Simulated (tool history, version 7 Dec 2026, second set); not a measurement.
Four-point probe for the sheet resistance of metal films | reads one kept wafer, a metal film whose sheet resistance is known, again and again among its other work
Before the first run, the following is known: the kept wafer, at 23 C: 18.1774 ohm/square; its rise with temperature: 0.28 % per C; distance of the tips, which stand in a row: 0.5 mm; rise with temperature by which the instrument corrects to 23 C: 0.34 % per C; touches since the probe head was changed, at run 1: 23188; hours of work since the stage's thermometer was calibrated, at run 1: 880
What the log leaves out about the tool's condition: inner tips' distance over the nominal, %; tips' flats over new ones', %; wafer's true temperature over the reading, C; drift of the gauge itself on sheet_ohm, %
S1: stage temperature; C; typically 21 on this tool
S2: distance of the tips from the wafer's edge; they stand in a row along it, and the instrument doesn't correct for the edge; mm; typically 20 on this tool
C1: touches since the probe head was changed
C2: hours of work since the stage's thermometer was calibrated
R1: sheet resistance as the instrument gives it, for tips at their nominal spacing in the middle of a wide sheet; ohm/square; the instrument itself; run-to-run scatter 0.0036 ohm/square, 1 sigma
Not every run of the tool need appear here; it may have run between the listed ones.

run,hour,S1,S2,C1,C2,R1
1,0,21,20,23188,880,18.120699
2,19.1,21,59,24033,891,18.117816
3,37.8,21,59,24857,903,18.108155
4,58.8,21,20,25785,916,18.11704
5,74.4,21,20,26475,926,18.116783
6,92.2,21,20,27260,937,18.111178
7,103.9,21,9,27778,944,18.136863
8,121.5,21,9,28554,955,18.137606
9,145.8,21,7,29630,970,18.157924
10,160.9,20,20,30297,979,18.118713

Estimate the outcome of run 11 from the log above:
11,183.1,33,20,31278,993,?

{"run 11": {"R1": 17.99799}}
Were there no unlogged condition in the tool, this run, its random variation unchanged, would have produced R1 18.089476 ohm/square.

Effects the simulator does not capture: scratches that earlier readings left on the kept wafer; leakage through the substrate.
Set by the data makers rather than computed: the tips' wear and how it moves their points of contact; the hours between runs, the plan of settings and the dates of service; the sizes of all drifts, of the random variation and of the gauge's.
